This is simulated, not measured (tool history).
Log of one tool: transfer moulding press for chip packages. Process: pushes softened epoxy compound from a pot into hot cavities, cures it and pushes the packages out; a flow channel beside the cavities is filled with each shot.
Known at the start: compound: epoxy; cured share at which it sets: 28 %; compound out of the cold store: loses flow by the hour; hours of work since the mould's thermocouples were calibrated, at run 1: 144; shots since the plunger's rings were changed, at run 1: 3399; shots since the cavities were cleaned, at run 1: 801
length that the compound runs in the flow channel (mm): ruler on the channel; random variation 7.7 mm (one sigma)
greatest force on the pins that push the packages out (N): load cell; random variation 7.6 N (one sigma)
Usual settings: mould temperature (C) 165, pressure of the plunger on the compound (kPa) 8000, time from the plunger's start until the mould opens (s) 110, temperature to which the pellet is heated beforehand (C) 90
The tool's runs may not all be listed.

| run | hour | mould temperature (C) | pressure of the plunger on the compound (kPa) | time from the plunger's start until the mould opens (s) | temperature to which the pellet is heated beforehand (C) | hours of work since the mould's thermocouples were calibrated | shots since the plunger's rings were changed | shots since the cavities were cleaned | incoming compound's hours out of the cold store | length that the compound runs in the flow channel (mm) | greatest force on the pins that push the packages out (N) |
|---|---|---|---|---|---|---|---|---|---|---|---|
| 1 | 0.0 | 165 | 8000 | 110 | 90 | 144 | 3399 | 801 | 9.7 | 993 | 340 |
| 2 | 15.4 | 165 | 8000 | 110 | 90 | 155 | 3593 | 995 | 19.7 | 952 | 333 |
|  | 22.5 | cavities cleaned with cleaning compound and waxed |
| 3 | 33.8 | 165 | 8000 | 110 | 90 | 167 | 3805 | 142 | 46.7 | 858 | 332 |
| 4 | 49.9 | 165 | 8000 | 110 | 90 | 179 | 4007 | 344 | 25.7 | 929 | 326 |
| 5 | 66.4 | 165 | 8000 | 110 | 90 | 190 | 4215 | 552 | 37.0 | 886 | 325 |
| 6 | 91.6 | 161 | 8000 | 110 | 90 | 208 | 4532 | 869 | 20.5 | 982 | 406 |
| 7 | 103.9 | 165 | 8000 | 97 | 90 | 217 | 4686 | 1023 | 36.4 | 888 | 376 |
|  | 108.8 | cavities cleaned with cleaning compound and waxed |
| 8 | 124.0 | 165 | 8000 | 97 | 90 | 230 | 4920 | 191 | 17.2 | 978 | 389 |
| 9 | 148.7 | 165 | 8000 | 97 | 90 | 248 | 5231 | 502 | 23.8 | 941 | 379 |
| 10 | 166.1 | 165 | 8000 | 110 | 90 | 260 | 5449 | 720 | 34.0 | 899 | 314 |
| 11 | 187.2 | 165 | 8000 | 110 | 90 | 275 | 5714 | 985 | 47.3 | 850 | 324 |
|  | 196.5 | cavities cleaned with cleaning compound and waxed |
| 12 | 208.7 | 165 | 8000 | 110 | 90 | 289 | 5966 | 154 | 18.4 | 970 | 328 |
| 13 | 219.2 | 165 | 8000 | 137 | 90 | 297 | 6097 | 285 | 11.4 | 987 | 293 |
| 14 | 237.8 | 165 | 8000 | 110 | 86 | 310 | 6332 | 520 | 47.2 | 855 | 333 |
| 15 | 260.2 | 165 | 8000 | 110 | 90 | 326 | 6613 | 801 | 14.9 | 990 | 330 |
| 16 | 271.0 | 165 | 8000 | 110 | 94 | 333 | 6749 | 937 | 35.1 | 891 | 321 |
|  | 283.5 | cavities cleaned with cleaning compound and waxed |
| 17 | 287.3 | 165 | 8000 | 110 | 94 | 344 | 6934 | 47 | 35.9 | 891 | 318 |
|  | 293.5 | plunger's sealing rings changed |
| 18 | 309.6 | 167 | 9850 | 110 | 88 | 358 | 203 | 297 | 47.3 | 926 | 311 |
| 19 | 322.6 | 167 | 9850 | 110 | 88 | 367 | 367 | 461 | 40.8 | 975 | 320 |
| 20 | 333.6 | 167 | 9850 | 91 | 99 | 375 | 505 | 599 | 44.3 | 938 | 360 |
| 21 | 349.0 | 167 | 9850 | 105 | 99 | 386 | 697 | 791 | 13.4 | 1080 | 326 |
| 22 | 364.2 | 167 | 9850 | 105 | 99 | 397 | 889 | 983 | 42.9 | 949 | 314 |
|  | 372.5 | cavities cleaned with cleaning compound and waxed |
| 23 | 383.2 | 171 | 6090 | 110 | 84 | 409 | 1110 | 135 | 15.4 | 839 | 308 |

Run 24 comes next. What will it give?
| 24 | 397.7 | 161 | 7920 | 145 | 84 | 419 | 1291 | 316 | 8.6 | ? | ? |

length that the compound runs in the flow channel (mm): 1028
greatest force on the pins that push the packages out (N): 304
Without the tool's hidden state the same run would have given length that the compound runs in the flow channel (mm) 1028, greatest force on the pins that push the packages out (N) 302.
